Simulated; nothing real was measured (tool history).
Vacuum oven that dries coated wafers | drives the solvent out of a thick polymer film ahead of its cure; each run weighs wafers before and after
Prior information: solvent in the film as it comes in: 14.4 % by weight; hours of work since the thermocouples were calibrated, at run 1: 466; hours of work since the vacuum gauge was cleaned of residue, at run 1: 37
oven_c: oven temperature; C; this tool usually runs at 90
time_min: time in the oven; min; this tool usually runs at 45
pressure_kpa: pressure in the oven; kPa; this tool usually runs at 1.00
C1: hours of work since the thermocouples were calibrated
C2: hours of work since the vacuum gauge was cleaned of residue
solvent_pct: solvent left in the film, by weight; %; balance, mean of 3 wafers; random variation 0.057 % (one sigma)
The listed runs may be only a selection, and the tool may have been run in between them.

Run 1, hour 0.0: usual settings; C1 466; C2 37. Result: solvent_pct 2.65 %.
Run 2, hour 80.2: usual settings; C1 513; C2 84. Result: solvent_pct 2.64 %.
Run 3, hour 122.7: usual settings; C1 537; C2 108. Result: solvent_pct 2.64 %.
Run 4, hour 193.2: usual settings; C1 578; C2 149. Result: solvent_pct 2.66 %.
Run 5, hour 231.5: usual settings but time_min 31 min; C1 601; C2 172. Result: solvent_pct 3.81 %.
Run 6, hour 295.1: usual settings but oven_c 85 C; C1 638; C2 209. Result: solvent_pct 3.48 %.
Run 7, hour 338.0: usual settings but oven_c 84 C; C1 663; C2 234. Result: solvent_pct 3.79 %.
At hour 389.0: oven's thermocouples calibrated.
Run 8, hour 420.8: usual settings but time_min 32 min; C1 18; C2 281. Result: solvent_pct 3.70 %.
Run 9, hour 500.2: usual settings but time_min 32 min; C1 65; C2 327. Result: solvent_pct 3.74 %.
Run 10, hour 575.3: usual settings but time_min 32 min; C1 108; C2 370. Result: solvent_pct 3.68 %.
Run 11, hour 618.9: usual settings; C1 134; C2 396. Result: solvent_pct 2.68 %.
Run 12, hour 665.3: usual settings but time_min 63 min; C1 161; C2 423. Result: solvent_pct 2.26 %.
Run 13, hour 714.8: usual settings; C1 189; C2 451. Result: solvent_pct 2.72 %.
At hour 791.3: oven's thermocouples calibrated, once more.
Run 14, hour 791.3: usual settings but pressure_kpa 3.10 kPa; C1 0; C2 495. Result: solvent_pct 5.82 %.
Run 15, hour 869.8: usual settings; C1 46; C2 540. Result: solvent_pct 2.95 %.
Run 16, hour 953.7: usual settings; C1 94; C2 589. Result: solvent_pct 2.96 %.
Run 17, hour 1014.9: usual settings; C1 130; C2 625. Result: solvent_pct 2.88 %.
Run 18, hour 1054.6: usual settings; C1 153; C2 648. Result: solvent_pct 2.97 %.
Run 19, hour 1127.4: usual settings but oven_c 86 C, time_min 56 min, pressure_kpa 3.97 kPa; C1 195; C2 690. Result: solvent_pct 8.02 %.
Run 20, hour 1199.2: usual settings but oven_c 87 C, time_min 23 min, pressure_kpa 3.96 kPa; C1 237; C2 732. Result: solvent_pct 9.20 %.
Run 21, hour 1288.7: usual settings but oven_c 87 C, time_min 23 min, pressure_kpa 3.96 kPa; C1 289; C2 784. Result: solvent_pct 9.34 %.
Run 22, hour 1370.5: usual settings but oven_c 97 C, time_min 23 min, pressure_kpa 1.18 kPa; C1 337; C2 831. Result: solvent_pct 3.94 %.
Run 23, hour 1418.0: usual settings but oven_c 97 C, time_min 23 min, pressure_kpa 1.18 kPa; C1 364; C2 859. Result: solvent_pct 4.14 %.
Run 24, hour 1465.2: usual settings but oven_c 97 C, time_min 46 min, pressure_kpa 3.57 kPa; C1 392; C2 886. Result: solvent_pct 5.03 %.
Run 25, hour 1517.8: usual settings but oven_c 104 C, time_min 47 min, pressure_kpa 3.57 kPa; C1 422; C2 917. Result: solvent_pct 3.58 %.
Run 26, hour 1578.3: usual settings but oven_c 88 C, time_min 48 min, pressure_kpa 1.22 kPa; C1 457; C2 952. Result: solvent_pct 3.60 %.
Run 27, hour 1628.4: usual settings but oven_c 100 C, time_min 35 min, pressure_kpa 1.22 kPa; C1 487; C2 981. Result: solvent_pct 2.45 %.
Run 28, hour 1670.6: usual settings but time_min 34 min, pressure_kpa 1.04 kPa; C1 511; C2 1006. Result: solvent_pct 3.97 %.
Run 29, hour 1716.5: usual settings but time_min 34 min, pressure_kpa 1.04 kPa; C1 538; C2 1032. Result: solvent_pct 3.96 %.
Run 30, hour 1800.3: usual settings but oven_c 105 C, time_min 30 min, pressure_kpa 1.01 kPa; C1 586; C2 1081. Result: solvent_pct 1.97 %.
Run 31, hour 1874.9: usual settings but oven_c 105 C, time_min 30 min, pressure_kpa 1.01 kPa; C1 630; C2 1125. Result: solvent_pct 1.92 %.
Run 32, hour 1917.5: usual settings but oven_c 83 C, time_min 31 min, pressure_kpa 0.90 kPa; C1 655; C2 1149. Result: solvent_pct 5.50 %.
At hour 1978.3: oven's thermocouples calibrated.
Run 33, hour 2001.5: usual settings but oven_c 98 C, time_min 34 min, pressure_kpa 1.35 kPa; C1 13; C2 1197. Result: solvent_pct 2.97 %.
Run 34, hour 2046.3: usual settings but oven_c 98 C, time_min 34 min, pressure_kpa 1.35 kPa; C1 40; C2 1223. Result: solvent_pct 2.95 %.
Run 35, hour 2109.8: usual settings but oven_c 95 C, time_min 38 min, pressure_kpa 3.87 kPa; C1 76; C2 1260. Result: solvent_pct 6.11 %.

For each entry between runs, how does the tool's hidden state at the last listed run before it compare with that at the first listed run after it?
From run 7 to run 8: oven's thermocouples calibrated (hour 389.0)
  true wafer temperature over the reading, C: 0.51 -> 0.77; true pressure over the reading, kPa: 0.095 -> 0.112
  the result without the hidden state subtracted from the measured one, solvent_pct: +0.06 -> -0.01 %
From run 13 to run 14: oven's thermocouples calibrated, once more (hour 791.3)
  true wafer temperature over the reading, C: 0.93 -> -0.33; true pressure over the reading, kPa: 0.176 -> 0.192
  the result without the hidden state subtracted from the measured one, solvent_pct: +0.10 -> +0.35 %
From run 32 to run 33: oven's thermocouples calibrated (hour 1978.3)
  true wafer temperature over the reading, C: 0.31 -> 0.14; true pressure over the reading, kPa: 0.425 -> 0.442
  the result without the hidden state subtracted from the measured one, solvent_pct: +0.55 -> +0.42 %
